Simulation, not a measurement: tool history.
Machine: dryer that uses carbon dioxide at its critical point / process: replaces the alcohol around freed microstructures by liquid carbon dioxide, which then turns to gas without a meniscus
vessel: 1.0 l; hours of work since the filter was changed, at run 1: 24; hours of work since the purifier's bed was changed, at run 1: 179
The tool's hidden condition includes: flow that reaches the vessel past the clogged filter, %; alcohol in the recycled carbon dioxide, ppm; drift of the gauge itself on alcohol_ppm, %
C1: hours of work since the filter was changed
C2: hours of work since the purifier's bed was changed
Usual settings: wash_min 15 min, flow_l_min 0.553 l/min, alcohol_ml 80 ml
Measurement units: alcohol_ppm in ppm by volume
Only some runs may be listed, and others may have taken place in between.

{"run": 1, "hour": 0.0, "wash_min": 15, "flow_l_min": 0.553, "alcohol_ml": 80, "C1": 24, "C2": 179, "alcohol_ppm": 106}
{"run": 2, "hour": 5.3, "wash_min": 15, "flow_l_min": 0.553, "alcohol_ml": 53, "C1": 26, "C2": 182, "alcohol_ppm": 99}
{"run": 3, "hour": 9.5, "wash_min": 15, "flow_l_min": 0.553, "alcohol_ml": 53, "C1": 28, "C2": 184, "alcohol_ppm": 106}
{"run": 4, "hour": 17.6, "wash_min": 15, "flow_l_min": 0.553, "alcohol_ml": 21, "C1": 32, "C2": 188, "alcohol_ppm": 81}
{"run": 5, "hour": 25.4, "wash_min": 15, "flow_l_min": 0.553, "alcohol_ml": 21, "C1": 36, "C2": 191, "alcohol_ppm": 67}
{"run": 6, "hour": 34.5, "wash_min": 15, "flow_l_min": 0.553, "alcohol_ml": 80, "C1": 40, "C2": 196, "alcohol_ppm": 121}
{"run": 7, "hour": 39.2, "wash_min": 15, "flow_l_min": 0.553, "alcohol_ml": 80, "C1": 42, "C2": 198, "alcohol_ppm": 115}
{"run": 8, "hour": 46.1, "wash_min": 15, "flow_l_min": 0.553, "alcohol_ml": 80, "C1": 45, "C2": 201, "alcohol_ppm": 116}
{"run": 9, "hour": 53.7, "wash_min": 15, "flow_l_min": 0.553, "alcohol_ml": 80, "C1": 49, "C2": 205, "alcohol_ppm": 116}
{"run": 10, "hour": 61.0, "wash_min": 15, "flow_l_min": 0.553, "alcohol_ml": 80, "C1": 52, "C2": 208, "alcohol_ppm": 118}
{"run": 11, "hour": 65.3, "wash_min": 15, "flow_l_min": 0.553, "alcohol_ml": 80, "C1": 54, "C2": 210, "alcohol_ppm": 130}
{"run": 12, "hour": 71.2, "wash_min": 15, "flow_l_min": 0.553, "alcohol_ml": 80, "C1": 57, "C2": 213, "alcohol_ppm": 135}
{"run": 13, "hour": 76.4, "wash_min": 15, "flow_l_min": 0.553, "alcohol_ml": 53, "C1": 60, "C2": 215, "alcohol_ppm": 112}
{"run": 14, "hour": 83.8, "wash_min": 15, "flow_l_min": 0.553, "alcohol_ml": 53, "C1": 63, "C2": 219, "alcohol_ppm": 108}
{"run": 15, "hour": 92.6, "wash_min": 15, "flow_l_min": 0.553, "alcohol_ml": 53, "C1": 67, "C2": 223, "alcohol_ppm": 113}
{"run": 16, "hour": 100.5, "wash_min": 15, "flow_l_min": 0.553, "alcohol_ml": 53, "C1": 71, "C2": 227, "alcohol_ppm": 114}
{"run": 17, "hour": 104.7, "wash_min": 15, "flow_l_min": 0.553, "alcohol_ml": 80, "C1": 73, "C2": 229, "alcohol_ppm": 138}
{"run": 18, "hour": 112.9, "wash_min": 15, "flow_l_min": 0.553, "alcohol_ml": 80, "C1": 77, "C2": 232, "alcohol_ppm": 144}
{"run": 19, "hour": 118.8, "wash_min": 14, "flow_l_min": 0.553, "alcohol_ml": 80, "C1": 79, "C2": 235, "alcohol_ppm": 189}
{"run": 20, "hour": 126.4, "wash_min": 14, "flow_l_min": 0.553, "alcohol_ml": 80, "C1": 83, "C2": 239, "alcohol_ppm": 191}
{"run": 21, "hour": 133.7, "wash_min": 14, "flow_l_min": 0.752, "alcohol_ml": 80, "C1": 86, "C2": 242, "alcohol_ppm": 87}
{"run": 22, "hour": 138.2, "wash_min": 15, "flow_l_min": 0.553, "alcohol_ml": 80, "C1": 89, "C2": 244, "alcohol_ppm": 160}
{"run": 23, "hour": 146.4, "wash_min": 15, "flow_l_min": 0.553, "alcohol_ml": 80, "C1": 92, "C2": 248, "alcohol_ppm": 152}
{"run": 24, "hour": 154.0, "wash_min": 15, "flow_l_min": 0.553, "alcohol_ml": 80, "C1": 96, "C2": 252, "alcohol_ppm": 151}
{"run": 25, "hour": 162.0, "wash_min": 14, "flow_l_min": 0.452, "alcohol_ml": 31, "C1": 100, "C2": 255, "alcohol_ppm": 227}
{"run": 26, "hour": 171.0, "wash_min": 14, "flow_l_min": 0.452, "alcohol_ml": 31, "C1": 104, "C2": 260, "alcohol_ppm": 234}
{"run": 27, "hour": 176.8, "wash_min": 14, "flow_l_min": 0.452, "alcohol_ml": 31, "C1": 107, "C2": 262, "alcohol_ppm": 245}
{"run": 28, "hour": 182.1, "wash_min": 14, "flow_l_min": 0.452, "alcohol_ml": 23, "C1": 109, "C2": 265, "alcohol_ppm": 204}
{"run": 29, "hour": 190.6, "wash_min": 17, "flow_l_min": 0.718, "alcohol_ml": 101, "C1": 113, "C2": 269, "alcohol_ppm": 91}
{"run": 30, "hour": 195.1, "wash_min": 14, "flow_l_min": 0.338, "alcohol_ml": 47, "C1": 115, "C2": 271, "alcohol_ppm": 1033}
{"run": 31, "hour": 199.0, "wash_min": 15, "flow_l_min": 0.553, "alcohol_ml": 80, "C1": 117, "C2": 273, "alcohol_ppm": 175}
{"run": 32, "hour": 204.1, "wash_min": 15, "flow_l_min": 0.553, "alcohol_ml": 80, "C1": 120, "C2": 275, "alcohol_ppm": 171}
{"run": 33, "hour": 211.6, "wash_min": 15, "flow_l_min": 0.561, "alcohol_ml": 71, "C1": 123, "C2": 279, "alcohol_ppm": 164}
{"run": 34, "hour": 219.3, "wash_min": 15, "flow_l_min": 0.561, "alcohol_ml": 71, "C1": 127, "C2": 282, "alcohol_ppm": 161}
{"run": 35, "hour": 226.3, "wash_min": 15, "flow_l_min": 0.561, "alcohol_ml": 71, "C1": 130, "C2": 286, "alcohol_ppm": 167}
{"run": 36, "hour": 231.1, "wash_min": 11, "flow_l_min": 0.664, "alcohol_ml": 34, "C1": 132, "C2": 288, "alcohol_ppm": 178}
{"run": 37, "hour": 240.3, "wash_min": 20, "flow_l_min": 0.91, "alcohol_ml": 83, "C1": 137, "C2": 292, "alcohol_ppm": 103}
{"run": 38, "hour": 249.8, "wash_min": 13, "flow_l_min": 0.857, "alcohol_ml": 80, "C1": 141, "C2": 297, "alcohol_ppm": 107}
{"run": 39, "hour": 254.4, "wash_min": 12, "flow_l_min": 0.81, "alcohol_ml": 43, "C1": 143, "C2": 299, "alcohol_ppm": 118}
{"run": 40, "hour": 258.4, "wash_min": 10, "flow_l_min": 0.81, "alcohol_ml": 43, "C1": 145, "C2": 301, "alcohol_ppm": 158}
{"run": 41, "hour": 262.4, "wash_min": 17, "flow_l_min": 0.47, "alcohol_ml": 70, "C1": 147, "C2": 303, "alcohol_ppm": 210}
{"run": 42, "hour": 269.6, "wash_min": 17, "flow_l_min": 0.47, "alcohol_ml": 70, "C1": 150, "C2": 306, "alcohol_ppm": 214}
{"run": 43, "hour": 278.4, "wash_min": 17, "flow_l_min": 0.47, "alcohol_ml": 70, "C1": 154, "C2": 310, "alcohol_ppm": 205}
{"run": 44, "hour": 285.8, "wash_min": 16, "flow_l_min": 0.599, "alcohol_ml": 48, "C1": 158, "C2": 314, "alcohol_ppm": 133}
{"run": 45, "hour": 291.5, "wash_min": 16, "flow_l_min": 0.599, "alcohol_ml": 48, "C1": 161, "C2": 316, "alcohol_ppm": 123}
{"run": 46, "hour": 301.0, "wash_min": 16, "flow_l_min": 0.599, "alcohol_ml": 48, "C1": 165, "C2": 321, "alcohol_ppm": 136}
{"run": 47, "hour": 310.0, "wash_min": 15, "flow_l_min": 0.533, "alcohol_ml": 21, "C1": 169, "C2": 325, "alcohol_ppm": 157}

Forecast each of these 3 alternatives for the next run:
{"run": "A", "hour": 318.8, "wash_min": 15, "flow_l_min": 0.533, "alcohol_ml": 104, "C1": 173, "C2": 329, "alcohol_ppm": "?"}
{"run": "B", "hour": 318.8, "wash_min": 15, "flow_l_min": 0.533, "alcohol_ml": 28, "C1": 173, "C2": 329, "alcohol_ppm": "?"}
{"run": "C", "hour": 318.8, "wash_min": 15, "flow_l_min": 0.79, "alcohol_ml": 99, "C1": 173, "C2": 329, "alcohol_ppm": "?"}

run=A alcohol_ppm=289
run=B alcohol_ppm=154
run=C alcohol_ppm=124
With no hidden state in the tool, these same runs would have given:
run=A alcohol_ppm=75
run=B alcohol_ppm=18
run=C alcohol_ppm=11
